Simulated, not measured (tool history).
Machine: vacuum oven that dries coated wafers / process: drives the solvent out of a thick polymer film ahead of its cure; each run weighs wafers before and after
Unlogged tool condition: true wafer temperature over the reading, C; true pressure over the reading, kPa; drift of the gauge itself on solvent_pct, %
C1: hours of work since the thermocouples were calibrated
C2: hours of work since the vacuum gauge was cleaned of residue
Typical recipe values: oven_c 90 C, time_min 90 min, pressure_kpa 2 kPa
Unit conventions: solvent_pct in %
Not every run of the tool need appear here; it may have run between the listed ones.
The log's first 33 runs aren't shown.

Run 34, hour 876: usual settings but time_min 128 min, pressure_kpa 4.82 kPa; C1 675; C2 993. Result: solvent_pct 5.11 %.
Run 35, hour 900: usual settings but oven_c 87 C, time_min 113 min, pressure_kpa 1.04 kPa; C1 689; C2 1007. Result: solvent_pct 1.6 %.
Run 36, hour 919.7: usual settings but oven_c 87 C, time_min 113 min, pressure_kpa 1.04 kPa; C1 700; C2 1018. Result: solvent_pct 1.68 %.
Run 37, hour 940.1: usual settings but oven_c 87 C, time_min 113 min, pressure_kpa 1.04 kPa; C1 711; C2 1029. Result: solvent_pct 1.74 %.
Run 38, hour 969.2: usual settings but oven_c 88 C, time_min 143 min, pressure_kpa 1.92 kPa; C1 728; C2 1045. Result: solvent_pct 2.41 %.
Run 39, hour 994.5: usual settings but oven_c 88 C, time_min 143 min, pressure_kpa 1.92 kPa; C1 742; C2 1060. Result: solvent_pct 2.32 %.
Run 40, hour 1028.8: usual settings but oven_c 88 C, time_min 143 min, pressure_kpa 1.92 kPa; C1 761; C2 1079. Result: solvent_pct 2.34 %.
Run 41, hour 1057.3: usual settings but oven_c 88 C, time_min 85 min, pressure_kpa 1.92 kPa; C1 777; C2 1095. Result: solvent_pct 3.05 %.
Run 42, hour 1077.1: usual settings but oven_c 88 C, time_min 85 min, pressure_kpa 1.92 kPa; C1 788; C2 1106. Result: solvent_pct 3.01 %.
Run 43, hour 1104.8: usual settings but oven_c 103 C, time_min 92 min, pressure_kpa 1.92 kPa; C1 804; C2 1122. Result: solvent_pct 1.27 %.
At hour 1131.7: vacuum gauge cleaned of residue and calibrated.
Run 44, hour 1137.7: usual settings but oven_c 103 C, time_min 92 min, pressure_kpa 1.92 kPa; C1 821; C2 3. Result: solvent_pct 1.21 %.
Run 45, hour 1172.3: usual settings but pressure_kpa 6.18 kPa; C1 841; C2 23. Result: solvent_pct 6.49 %.
Run 46, hour 1190.9: usual settings but oven_c 89 C, pressure_kpa 6.78 kPa; C1 851; C2 33. Result: solvent_pct 7.43 %.

Below are 3 alternative next runs, each starting from the tool's condition after run 46. Predict each:
Run A, hour 1218.7: usual settings but oven_c 105 C, time_min 58 min, pressure_kpa 1.17 kPa; C1 867; C2 49. Result: solvent_pct ?.
Run B, hour 1218.7: usual settings but pressure_kpa 1.43 kPa; C1 867; C2 49. Result: solvent_pct ?.
Run C, hour 1218.7: usual settings but oven_c 99 C, pressure_kpa 7.38 kPa; C1 867; C2 49. Result: solvent_pct ?.

run  solvent_pct
  A         0.75
  B         1.87
  C         5.39
Stripped of hidden state, with their random variation kept, the same runs would have yielded:
run  solvent_pct
  A         0.81
  B         2.06
  C         5.66

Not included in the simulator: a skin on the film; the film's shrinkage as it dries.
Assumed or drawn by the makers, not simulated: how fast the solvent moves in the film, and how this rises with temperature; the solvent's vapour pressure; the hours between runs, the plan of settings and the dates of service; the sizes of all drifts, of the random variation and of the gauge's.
